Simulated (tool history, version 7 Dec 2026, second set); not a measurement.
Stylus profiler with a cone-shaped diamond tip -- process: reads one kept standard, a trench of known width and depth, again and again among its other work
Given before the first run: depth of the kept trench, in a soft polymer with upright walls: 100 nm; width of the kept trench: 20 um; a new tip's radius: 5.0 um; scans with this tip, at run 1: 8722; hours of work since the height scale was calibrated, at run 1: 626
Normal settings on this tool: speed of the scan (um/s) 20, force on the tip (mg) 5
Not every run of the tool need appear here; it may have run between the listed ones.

| run | hour | speed of the scan (um/s) | force on the tip (mg) | scans with this tip | hours of work since the height scale was calibrated | depth of the trench (nm) | width of the trench's floor (um) |
|---|---|---|---|---|---|---|---|
| 1 | 0 | 20 | 5 | 8722 | 626 | 101.64 | 17.98 |
| 2 | 14.9 | 20 | 5 | 8869 | 636 | 101.68 | 17.92 |
| 3 | 35.7 | 20 | 5 | 9077 | 651 | 101.7 | 17.93 |
| 4 | 48.3 | 20 | 5 | 9201 | 660 | 101.67 | 17.88 |
| 5 | 62.5 | 18 | 5 | 9342 | 670 | 101.67 | 17.96 |
| 6 | 77.3 | 18 | 5 | 9490 | 681 | 101.62 | 17.91 |
| 7 | 91.1 | 22 | 5 | 9626 | 691 | 101.7 | 17.96 |
| 8 | 111.9 | 22 | 5 | 9833 | 705 | 101.66 | 17.91 |
| 9 | 123.9 | 6 | 5 | 9952 | 714 | 101.59 | 17.95 |
| 10 | 144 | 6 | 5 | 10152 | 728 | 101.6 | 17.97 |
| 11 | 165.6 | 14 | 5 | 10366 | 744 | 101.75 | 17.98 |
| 12 | 180.1 | 18 | 5 | 10511 | 754 | 101.62 | 17.93 |
| 13 | 194.4 | 18 | 5 | 10653 | 764 | 101.73 | 17.95 |
| 14 | 210.2 | 20 | 5 | 10810 | 776 | 101.66 | 17.95 |
| 15 | 233 | 20 | 12.86 | 11036 | 792 | 103.1 | 17.91 |
| 16 | 249.2 | 20 | 12.86 | 11197 | 803 | 103.12 | 17.97 |
| 17 | 259.1 | 20 | 12.86 | 11295 | 810 | 103.14 | 18.04 |
|  | 264.4 | new tip fitted, height scale calibrated |
| 18 | 278.9 | 20 | 12.86 | 143 | 10 | 103.03 | 17.98 |
| 19 | 301.1 | 20 | 10.07 | 364 | 26 | 102.63 | 17.95 |
| 20 | 311.9 | 20 | 1.87 | 472 | 34 | 100.98 | 17.94 |
| 21 | 332 | 20 | 5 | 671 | 48 | 101.7 | 17.98 |
| 22 | 343.7 | 20 | 5 | 787 | 56 | 101.59 | 17.96 |
| 23 | 359.8 | 10 | 5 | 948 | 68 | 101.8 | 17.97 |
| 24 | 374 | 10 | 5 | 1089 | 78 | 101.71 | 17.95 |
| 25 | 395.5 | 13 | 3.55 | 1302 | 93 | 101.39 | 18 |
| 26 | 418.6 | 7 | 3.55 | 1531 | 110 | 101.34 | 17.94 |
| 27 | 432.4 | 17 | 5 | 1668 | 120 | 101.64 | 17.99 |
| 28 | 450.2 | 21 | 4.39 | 1846 | 132 | 101.52 | 17.94 |
| 29 | 473.4 | 11 | 1.93 | 2076 | 149 | 100.92 | 17.98 |
| 30 | 495 | 36 | 6.15 | 2290 | 164 | 102.01 | 17.91 |
| 31 | 513.9 | 36 | 6.15 | 2478 | 178 | 101.89 | 17.89 |
| 32 | 525.2 | 36 | 8.2 | 2591 | 186 | 102.36 | 17.95 |
| 33 | 537.4 | 36 | 8.2 | 2711 | 195 | 102.34 | 17.98 |
| 34 | 551.2 | 36 | 8.2 | 2848 | 204 | 102.32 | 17.94 |
| 35 | 563.8 | 52 | 3.27 | 2973 | 213 | 101.14 | 17.9 |
| 36 | 579.3 | 6 | 5 | 3127 | 224 | 101.63 | 18 |
| 37 | 589 | 6 | 2.26 | 3223 | 231 | 100.95 | 17.94 |
| 38 | 606.9 | 6 | 2.26 | 3402 | 244 | 100.98 | 18 |
| 39 | 629.4 | 6 | 2.26 | 3625 | 260 | 101.01 | 17.96 |
| 40 | 647.8 | 15 | 1.78 | 3807 | 273 | 100.88 | 17.93 |
| 41 | 660.4 | 22 | 5.31 | 3933 | 282 | 101.79 | 17.96 |
| 42 | 680.5 | 12 | 10.93 | 4132 | 296 | 102.86 | 18.02 |
| 43 | 703.1 | 12 | 10.93 | 4357 | 313 | 102.76 | 18.03 |
| 44 | 723.2 | 18 | 6.29 | 4557 | 327 | 101.98 | 17.97 |
| 45 | 741.1 | 18 | 6.29 | 4734 | 340 | 101.85 | 17.91 |
| 46 | 758.9 | 69 | 10.93 | 4911 | 352 | 102.85 | 17.83 |
| 47 | 771.3 | 44 | 5 | 5034 | 361 | 101.74 | 17.89 |
| 48 | 790.1 | 44 | 5 | 5221 | 375 | 101.71 | 17.94 |

Each row is a separate what-if for the run after 48, all from the same tool condition, not one after another. Results?
| A | 809.4 | 18 | 8.74 | 5413 | 388 | ? | ? |
| B | 809.4 | 56 | 2.68 | 5413 | 388 | ? | ? |
| C | 809.4 | 33 | 4.25 | 5413 | 388 | ? | ? |

| run | depth of the trench (nm) | width of the trench's floor (um) |
|---|---|---|
| A | 102.35 | 17.95 |
| B | 101.08 | 17.86 |
| C | 101.5 | 17.93 |
Had the tool no hidden state, the same runs would have come out as:
| run | depth of the trench (nm) | width of the trench's floor (um) |
|---|---|---|
| A | 102.35 | 17.97 |
| B | 101.08 | 17.87 |
| C | 101.5 | 17.95 |

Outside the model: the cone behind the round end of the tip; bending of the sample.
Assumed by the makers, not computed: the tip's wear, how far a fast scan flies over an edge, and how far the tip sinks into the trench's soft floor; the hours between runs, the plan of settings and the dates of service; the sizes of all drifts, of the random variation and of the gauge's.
